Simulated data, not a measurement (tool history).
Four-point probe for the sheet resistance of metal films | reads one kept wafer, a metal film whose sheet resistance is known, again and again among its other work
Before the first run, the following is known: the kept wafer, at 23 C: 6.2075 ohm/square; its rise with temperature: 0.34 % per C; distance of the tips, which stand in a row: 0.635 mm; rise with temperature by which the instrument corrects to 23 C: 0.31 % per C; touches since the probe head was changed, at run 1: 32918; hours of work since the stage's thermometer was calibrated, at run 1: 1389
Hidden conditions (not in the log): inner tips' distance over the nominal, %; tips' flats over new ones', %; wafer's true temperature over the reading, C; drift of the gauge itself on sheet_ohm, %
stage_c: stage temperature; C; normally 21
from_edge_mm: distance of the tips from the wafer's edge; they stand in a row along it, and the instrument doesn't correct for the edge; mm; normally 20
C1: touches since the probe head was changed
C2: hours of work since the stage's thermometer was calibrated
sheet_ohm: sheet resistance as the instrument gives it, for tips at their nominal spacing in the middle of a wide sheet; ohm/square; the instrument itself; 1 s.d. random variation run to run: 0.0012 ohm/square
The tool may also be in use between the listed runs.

run 1 hour=0.0 | stage_c=21 from_edge_mm=20 | C1=32918 C2=1389 | sheet_ohm=6.199262
run 2 hour=31.3 | stage_c=21 from_edge_mm=9 | C1=33743 C2=1410 | sheet_ohm=6.214303
run 3 hour=48.6 | stage_c=21 from_edge_mm=9 | C1=34200 C2=1421 | sheet_ohm=6.213879
-- hour=67.0 stage's thermometer calibrated
run 4 hour=83.3 | stage_c=21 from_edge_mm=9 | C1=35100 C2=11 | sheet_ohm=6.220255
run 5 hour=111.4 | stage_c=21 from_edge_mm=9 | C1=35840 C2=30 | sheet_ohm=6.221212
run 6 hour=137.2 | stage_c=21 from_edge_mm=9 | C1=36521 C2=47 | sheet_ohm=6.222439
run 7 hour=173.6 | stage_c=21 from_edge_mm=19 | C1=37481 C2=72 | sheet_ohm=6.208183
run 8 hour=198.1 | stage_c=29 from_edge_mm=20 | C1=38126 C2=88 | sheet_ohm=6.223571
run 9 hour=236.0 | stage_c=21 from_edge_mm=8 | C1=39124 C2=113 | sheet_ohm=6.226582
run 10 hour=265.7 | stage_c=21 from_edge_mm=8 | C1=39908 C2=133 | sheet_ohm=6.223893
run 11 hour=286.6 | stage_c=27 from_edge_mm=11 | C1=40459 C2=147 | sheet_ohm=6.225006
run 12 hour=322.5 | stage_c=25 from_edge_mm=4 | C1=41407 C2=172 | sheet_ohm=6.294328
run 13 hour=351.0 | stage_c=25 from_edge_mm=4 | C1=42157 C2=191 | sheet_ohm=6.295363
run 14 hour=389.1 | stage_c=30 from_edge_mm=39 | C1=43160 C2=216 | sheet_ohm=6.222955
run 15 hour=412.8 | stage_c=30 from_edge_mm=39 | C1=43785 C2=232 | sheet_ohm=6.221862
run 16 hour=443.0 | stage_c=34 from_edge_mm=20 | C1=44582 C2=252 | sheet_ohm=6.231470
run 17 hour=481.6 | stage_c=23 from_edge_mm=21 | C1=45599 C2=278 | sheet_ohm=6.214008
run 18 hour=511.8 | stage_c=26 from_edge_mm=24 | C1=46396 C2=299 | sheet_ohm=6.216667
run 19 hour=533.2 | stage_c=23 from_edge_mm=8 | C1=46960 C2=313 | sheet_ohm=6.230871
run 20 hour=555.3 | stage_c=20 from_edge_mm=25 | C1=47541 C2=328 | sheet_ohm=6.205776

What if the next run were any one of these 5? Each begins from the tool's condition after run 20:
run A hour=583.4 | stage_c=34 from_edge_mm=17 | C1=48281 C2=347 | sheet_ohm=?
run B hour=583.4 | stage_c=30 from_edge_mm=25 | C1=48281 C2=347 | sheet_ohm=?
run C hour=583.4 | stage_c=25 from_edge_mm=3 | C1=48281 C2=347 | sheet_ohm=?
run D hour=583.4 | stage_c=20 from_edge_mm=51 | C1=48281 C2=347 | sheet_ohm=?
run E hour=583.4 | stage_c=33 from_edge_mm=56 | C1=48281 C2=347 | sheet_ohm=?

run=A sheet_ohm=6.233894
run=B sheet_ohm=6.222317
run=C sheet_ohm=6.359409
run=D sheet_ohm=6.205593
run=E sheet_ohm=6.227504
With the hidden condition removed and each run's random variation left untouched, the same runs would have given:
run=A sheet_ohm=6.231361
run=B sheet_ohm=6.219802
run=C sheet_ohm=6.356865
run=D sheet_ohm=6.203123
run=E sheet_ohm=6.224977
